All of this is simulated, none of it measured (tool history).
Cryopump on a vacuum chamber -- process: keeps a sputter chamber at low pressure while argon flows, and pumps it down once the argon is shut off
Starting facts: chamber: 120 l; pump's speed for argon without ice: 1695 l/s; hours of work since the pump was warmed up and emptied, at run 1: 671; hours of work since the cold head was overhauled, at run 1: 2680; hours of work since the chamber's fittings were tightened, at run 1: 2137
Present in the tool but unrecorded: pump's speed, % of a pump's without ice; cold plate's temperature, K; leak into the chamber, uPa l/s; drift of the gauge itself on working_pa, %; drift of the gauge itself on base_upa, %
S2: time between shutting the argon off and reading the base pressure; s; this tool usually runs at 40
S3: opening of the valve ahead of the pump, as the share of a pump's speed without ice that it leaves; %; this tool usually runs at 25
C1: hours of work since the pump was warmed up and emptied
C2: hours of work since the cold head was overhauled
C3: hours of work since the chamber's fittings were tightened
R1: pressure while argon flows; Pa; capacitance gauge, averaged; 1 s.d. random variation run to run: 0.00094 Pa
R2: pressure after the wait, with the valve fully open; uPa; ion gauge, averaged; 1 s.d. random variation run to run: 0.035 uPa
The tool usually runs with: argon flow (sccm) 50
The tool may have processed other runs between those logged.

run 1 hour=0 | argon_flow_(sccm)=50 S2=40 S3=25 | C1=671 C2=2680 C3=2137 | R1=0.2223 R2=3.03
run 2 hour=53.2 | argon_flow_(sccm)=50 S2=40 S3=25 | C1=714 C2=2723 C3=2180 | R1=0.225 R2=3.24
run 3 hour=140.4 | argon_flow_(sccm)=50 S2=40 S3=25 | C1=785 C2=2794 C3=2251 | R1=0.229 R2=3.26
run 4 hour=198.1 | argon_flow_(sccm)=50 S2=40 S3=25 | C1=832 C2=2841 C3=2297 | R1=0.2309 R2=3.33
run 5 hour=251.3 | argon_flow_(sccm)=27 S2=40 S3=25 | C1=875 C2=2884 C3=2340 | R1=0.126 R2=3.46
-- hour=288.8 pump warmed up, emptied and cooled again
run 6 hour=345.5 | argon_flow_(sccm)=27 S2=40 S3=25 | C1=46 C2=2956 C3=2413 | R1=0.1093 R2=2.86
run 7 hour=388.9 | argon_flow_(sccm)=27 S2=127 S3=25 | C1=81 C2=2991 C3=2448 | R1=0.111 R2=1.71
run 8 hour=472.1 | argon_flow_(sccm)=27 S2=127 S3=25 | C1=148 C2=3058 C3=2515 | R1=0.1117 R2=1.71
run 9 hour=535.1 | argon_flow_(sccm)=50 S2=40 S3=27 | C1=199 C2=3109 C3=2566 | R1=0.1907 R2=3.05
run 10 hour=616.9 | argon_flow_(sccm)=50 S2=40 S3=25 | C1=266 C2=3176 C3=2632 | R1=0.2074 R2=3.03
run 11 hour=706.5 | argon_flow_(sccm)=29 S2=63 S3=50 | C1=338 C2=3248 C3=2705 | R1=0.0646 R2=2.37
run 12 hour=776.6 | argon_flow_(sccm)=22 S2=40 S3=25 | C1=395 C2=3305 C3=2762 | R1=0.0927 R2=3.27
run 13 hour=867.1 | argon_flow_(sccm)=49 S2=167 S3=26 | C1=468 C2=3378 C3=2835 | R1=0.2014 R2=1.84
run 14 hour=928.4 | argon_flow_(sccm)=44 S2=34 S3=54 | C1=518 C2=3428 C3=2885 | R1=0.0951 R2=3.62
run 15 hour=998.2 | argon_flow_(sccm)=44 S2=34 S3=54 | C1=574 C2=3484 C3=2941 | R1=0.0975 R2=3.76
run 16 hour=1040.8 | argon_flow_(sccm)=44 S2=34 S3=16 | C1=609 C2=3519 C3=2976 | R1=0.2914 R2=3.72
run 17 hour=1080.2 | argon_flow_(sccm)=88 S2=151 S3=24 | C1=641 C2=3551 C3=3007 | R1=0.3995 R2=2.19
run 18 hour=1127 | argon_flow_(sccm)=88 S2=151 S3=24 | C1=679 C2=3589 C3=3045 | R1=0.405 R2=2.1
run 19 hour=1167.9 | argon_flow_(sccm)=88 S2=151 S3=24 | C1=712 C2=3622 C3=3078 | R1=0.4051 R2=2.27
run 20 hour=1257.5 | argon_flow_(sccm)=50 S2=165 S3=51 | C1=784 C2=3694 C3=3151 | R1=0.1237 R2=2.3

Alternative continuations, all from the tool just after run 20; predict every row:
run A hour=1307.9 | argon_flow_(sccm)=52 S2=40 S3=16 | C1=825 C2=3735 C3=3192 | R1=? R2=?
run B hour=1307.9 | argon_flow_(sccm)=50 S2=165 S3=39 | C1=825 C2=3735 C3=3192 | R1=? R2=?
run C hour=1307.9 | argon_flow_(sccm)=50 S2=172 S3=44 | C1=825 C2=3735 C3=3192 | R1=? R2=?

run=A R1=0.3535 R2=3.8
run=B R1=0.1547 R2=2.35
run=C R1=0.1418 R2=2.36
With no hidden state in the tool, these same runs would have given:
run=A R1=0.325 R2=1.99
run=B R1=0.1275 R2=0.6
run=C R1=0.1143 R2=0.58

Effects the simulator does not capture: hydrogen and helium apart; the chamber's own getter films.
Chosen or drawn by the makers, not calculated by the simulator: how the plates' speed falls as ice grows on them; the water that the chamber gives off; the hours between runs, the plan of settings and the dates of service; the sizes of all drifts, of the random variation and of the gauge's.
